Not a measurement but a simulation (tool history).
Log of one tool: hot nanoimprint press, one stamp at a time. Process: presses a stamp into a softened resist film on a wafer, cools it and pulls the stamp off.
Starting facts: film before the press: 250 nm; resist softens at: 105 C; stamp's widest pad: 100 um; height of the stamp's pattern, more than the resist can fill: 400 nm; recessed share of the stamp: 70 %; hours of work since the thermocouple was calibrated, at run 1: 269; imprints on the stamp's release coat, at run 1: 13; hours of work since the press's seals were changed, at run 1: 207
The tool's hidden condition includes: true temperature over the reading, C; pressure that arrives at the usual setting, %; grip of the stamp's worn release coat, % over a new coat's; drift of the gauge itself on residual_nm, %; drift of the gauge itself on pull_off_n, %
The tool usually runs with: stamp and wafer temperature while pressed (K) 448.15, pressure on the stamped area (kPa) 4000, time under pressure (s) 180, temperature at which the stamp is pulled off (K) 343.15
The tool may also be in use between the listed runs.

run     day  stamp and wafer temperature while pressed (K)  pressure on the stamped area (kPa)  time under pressure (s)  temperature at which the stamp is pulled off (K)  hours of work since the thermocouple was calibrated  imprints on the stamp's release coat  hours of work since the press's seals were changed  resist left under the stamp's widest pad (angstrom)  greatest force while the stamp is pulled off (N)
  1   0.000                                         448.15                                4000                      180                                            343.15                                                  269                                    13                                                 207                                                 1217                                               212
  2   0.646                                         448.15                                4000                      180                                            343.15                                                  277                                    66                                                 215                                                 1225                                               217
  3   1.421                                         448.15                                4000                      180                                            343.15                                                  286                                   129                                                 225                                                 1215                                               214
  4   1.954                                         448.15                                4000                      180                                            343.15                                                  293                                   173                                                 231                                                 1208                                               217
  5   2.483                                         448.15                                4000                      180                                            343.15                                                  300                                   216                                                 238                                                 1212                                               218
  6   3.046                                         448.15                                4000                      180                                            337.15                                                  307                                   262                                                 245                                                 1204                                               228
  7   3.675                                         448.15                                4000                      180                                            343.15                                                  314                                   314                                                 253                                                 1206                                               220
  8   4.088                                         448.15                                4000                      121                                            343.15                                                  319                                   348                                                 258                                                 1402                                               218
  9   4.725                                         448.15                                4000                      180                                            343.15                                                  327                                   400                                                 266                                                 1203                                               223
 10   5.621                                         448.15                                4000                      180                                            343.15                                                  339                                   473                                                 277                                                 1201                                               227
 11   6.183                                         448.15                                4000                      180                                            343.15                                                  346                                   519                                                 284                                                 1203                                               230
      6.367  -- plate thermocouple calibrated
 12   6.888                                         448.15                                4000                      180                                            343.15                                                    6                                   566                                                 291                                                 1155                                               228
 13   7.762                                         448.15                                4000                      180                                            343.15                                                   17                                   638                                                 302                                                 1153                                               223
 14   8.567                                         448.15                                4000                      180                                            349.15                                                   27                                   704                                                 312                                                 1165                                               219
 15   8.971                                         448.15                                4000                      180                                            349.15                                                   32                                   737                                                 317                                                 1155                                               220
 16   9.750                                         437.15                                6290                      359                                            339.15                                                   42                                   801                                                 327                                                 1307                                               244
     10.150  -- plate thermocouple calibrated, once more
 17  10.667                                         437.15                                6290                      115                                            341.15                                                    6                                   866                                                 336                                                 1945                                               240
     11.025  -- stamp cleaned and given a new release coat
 18  11.442                                         448.15                                4000                      180                                            337.15                                                   13                                    34                                                 343                                                 1269                                               227
 19  12.062                                         448.15                                4000                      180                                            337.15                                                   21                                    84                                                 351                                                 1277                                               228
 20  12.875                                         460.15                                4230                      180                                            343.15                                                   31                                   151                                                 361                                                  702                                               220
 21  13.304                                         460.15                                4230                      136                                            343.15                                                   36                                   186                                                 366                                                  788                                               218
 22  13.692                                         460.15                                4230                      136                                            343.15                                                   41                                   218                                                 371                                                  791                                               221
 23  14.221                                         443.15                                4000                      180                                            344.15                                                   47                                   261                                                 377                                                 1568                                               216
 24  14.742                                         443.15                                4000                      180                                            344.15                                                   54                                   304                                                 384                                                 1580                                               220
 25  15.162                                         443.15                                4000                      118                                            344.15                                                   59                                   338                                                 389                                                 1764                                               221
 26  15.596                                         443.15                                4000                      118                                            344.15                                                   65                                   374                                                 395                                                 1770                                               223
 27  16.117                                         453.15                                4210                      118                                            350.15                                                   71                                   416                                                 401                                                 1163                                               212
 28  16.992                                         453.15                                4210                      118                                            350.15                                                   82                                   488                                                 412                                                 1146                                               215
 29  17.467                                         456.15                                2470                      190                                            350.15                                                   88                                   527                                                 418                                                 1051                                               219
 30  18.367                                         453.15                                3360                      176                                            333.15                                                   99                                   601                                                 429                                                 1076                                               254

What differs in the tool's unlogged condition from the final listed run ahead of each entry between runs to the first listed run following it?
From run 11 to run 12: plate thermocouple calibrated (day 6.367)
  true temperature over the reading, C: 1.27 -> 1.93; pressure that arrives at the usual setting, %: 98.99 -> 98.96; grip of the stamp's worn release coat, % over a new coat's: 7.5 -> 8.1
  measured less the result without the state, resist left under the stamp's widest pad (angstrom): -67 -> -104; greatest force while the stamp is pulled off (N): +13 -> +13
From run 16 to run 17: plate thermocouple calibrated, once more (day 10.150)
  true temperature over the reading, C: 2.04 -> 0.03; pressure that arrives at the usual setting, %: 98.83 -> 98.8; grip of the stamp's worn release coat, % over a new coat's: 11.6 -> 12.5
  measured less the result without the state, resist left under the stamp's widest pad (angstrom): -134 -> +6; greatest force while the stamp is pulled off (N): +21 -> +26
From run 17 to run 18: stamp cleaned and given a new release coat (day 11.025)
  true temperature over the reading, C: 0.03 -> 0.05; pressure that arrives at the usual setting, %: 98.8 -> 98.78; grip of the stamp's worn release coat, % over a new coat's: 12.5 -> 0.5
  measured less the result without the state, resist left under the stamp's widest pad (angstrom): +6 -> +3; greatest force while the stamp is pulled off (N): +26 -> +1

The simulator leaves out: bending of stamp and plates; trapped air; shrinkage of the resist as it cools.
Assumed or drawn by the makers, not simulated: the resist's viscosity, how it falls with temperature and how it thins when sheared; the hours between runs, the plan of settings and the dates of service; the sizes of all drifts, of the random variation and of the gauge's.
